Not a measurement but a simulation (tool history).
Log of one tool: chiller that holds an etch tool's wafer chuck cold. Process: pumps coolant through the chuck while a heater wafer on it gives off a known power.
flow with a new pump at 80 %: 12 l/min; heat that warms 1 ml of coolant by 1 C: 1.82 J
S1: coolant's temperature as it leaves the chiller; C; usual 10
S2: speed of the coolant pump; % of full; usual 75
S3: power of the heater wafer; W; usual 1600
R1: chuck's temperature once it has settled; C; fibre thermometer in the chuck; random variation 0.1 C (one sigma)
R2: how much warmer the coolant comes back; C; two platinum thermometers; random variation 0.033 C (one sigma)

Run 1, day 0.000: usual settings. Result: R1 25.6 C, R2 4.70 C.
Run 2, day 8.067: usual settings. Result: R1 25.6 C, R2 4.60 C.
Run 3, day 14.433: usual settings. Result: R1 25.5 C, R2 4.63 C.
Run 4, day 21.938: usual settings. Result: R1 25.5 C, R2 4.63 C.
Run 5, day 27.083: usual settings. Result: R1 25.5 C, R2 4.58 C.
Run 6, day 33.567: usual settings but S2 80 % of full. Result: R1 25.0 C, R2 4.28 C.
Run 7, day 41.838: usual settings but S1 8 C. Result: R1 23.8 C, R2 4.54 C.
Run 8, day 49.479: usual settings but S1 8 C. Result: R1 23.7 C, R2 4.56 C.
Run 9, day 55.375: usual settings but S1 1 C. Result: R1 16.6 C, R2 4.53 C.
Run 10, day 62.238: usual settings but S1 1 C. Result: R1 16.6 C, R2 4.48 C.
At day 64.825: chiller's thermometer calibrated.
Run 11, day 67.217: usual settings but S1 1 C. Result: R1 16.7 C, R2 4.44 C.
Run 12, day 73.679: usual settings but S1 1 C. Result: R1 16.5 C, R2 4.40 C.
Run 13, day 81.579: usual settings but S2 85 % of full. Result: R1 24.6 C, R2 3.84 C.
Run 14, day 88.429: usual settings but S2 83 % of full. Result: R1 24.8 C, R2 3.90 C.
Run 15, day 92.354: usual settings but S2 83 % of full. Result: R1 24.8 C, R2 3.95 C.
Run 16, day 97.783: usual settings but S2 83 % of full. Result: R1 24.7 C, R2 3.92 C.
Run 17, day 101.738: usual settings but S1 6 C, S2 87 % of full, S3 1437 W. Result: R1 18.8 C, R2 3.31 C.
At day 102.946: gauge calibrated.
Run 18, day 108.238: usual settings but S2 62 % of full, S3 1101 W. Result: R1 21.9 C, R2 3.89 C.
Run 19, day 114.792: usual settings but S1 19 C, S2 67 % of full. Result: R1 35.4 C, R2 5.24 C.
Run 20, day 120.717: usual settings but S1 7 C, S2 85 % of full, S3 1521 W. Result: R1 20.8 C, R2 3.88 C.
Run 21, day 125.200: usual settings but S1 13 C, S2 77 % of full, S3 1140 W. Result: R1 23.9 C, R2 3.22 C.
Run 22, day 129.521: usual settings but S1 2 C, S2 78 % of full, S3 914 W. Result: R1 10.6 C, R2 2.45 C.
Run 23, day 135.312: usual settings but S1 2 C, S2 74 % of full, S3 811 W. Result: R1 10.0 C, R2 2.29 C.
Run 24, day 139.108: usual settings but S1 7 C, S2 63 % of full, S3 2284 W. Result: R1 31.5 C, R2 7.79 C.
Run 25, day 143.429: usual settings but S1 7 C, S2 63 % of full, S3 2284 W. Result: R1 31.3 C, R2 7.80 C.
Run 26, day 148.104: usual settings but S2 81 % of full, S3 1442 W. Result: R1 23.4 C, R2 3.71 C.
At day 152.575: coolant changed, channels flushed.
Run 27, day 154.950: usual settings but S2 81 % of full, S3 1442 W. Result: R1 23.5 C, R2 3.76 C.
Run 28, day 159.379: usual settings but S2 81 % of full, S3 1442 W. Result: R1 23.7 C, R2 3.70 C.
Run 29, day 165.021: usual settings but S2 81 % of full, S3 1442 W. Result: R1 23.3 C, R2 3.70 C.
Run 30, day 170.479: usual settings but S2 81 % of full, S3 1442 W. Result: R1 23.6 C, R2 3.63 C.
Run 31, day 175.792: usual settings but S2 81 % of full, S3 1010 W. Result: R1 19.4 C, R2 2.51 C.
Run 32, day 179.650: usual settings but S2 81 % of full, S3 1010 W. Result: R1 19.5 C, R2 2.50 C.

Measured less the same run without the tool's hidden state. The same run-to-run variation is in both; the gauge's scatter may not be:
The hidden state here: heat passed by the chuck's channels, % of clean ones'; flow at a given pump speed, % of a new pump's; coolant's true temperature over the reading, C; drift of the gauge itself on chuck_c, C; drift of the gauge itself on warmer_back_c, C.
run     R2
  1  +0.00
  2  -0.03
  3  -0.05
  4  -0.08
  5  -0.10
  6  -0.12
  7  -0.15
  8  -0.17
  9  -0.20
 10  -0.22
 11  -0.25
 12  -0.27
 13  -0.29
 14  -0.32
 15  -0.33
 16  -0.35
 17  -0.37
 18  -0.02
 19  -0.04
 20  -0.07
 21  -0.08
 22  -0.10
 23  -0.12
 24  -0.12
 25  -0.14
 26  -0.17
 27  -0.18
 28  -0.20
 29  -0.22
 30  -0.24
 31  -0.26
 32  -0.27
R1: 0 in every run.

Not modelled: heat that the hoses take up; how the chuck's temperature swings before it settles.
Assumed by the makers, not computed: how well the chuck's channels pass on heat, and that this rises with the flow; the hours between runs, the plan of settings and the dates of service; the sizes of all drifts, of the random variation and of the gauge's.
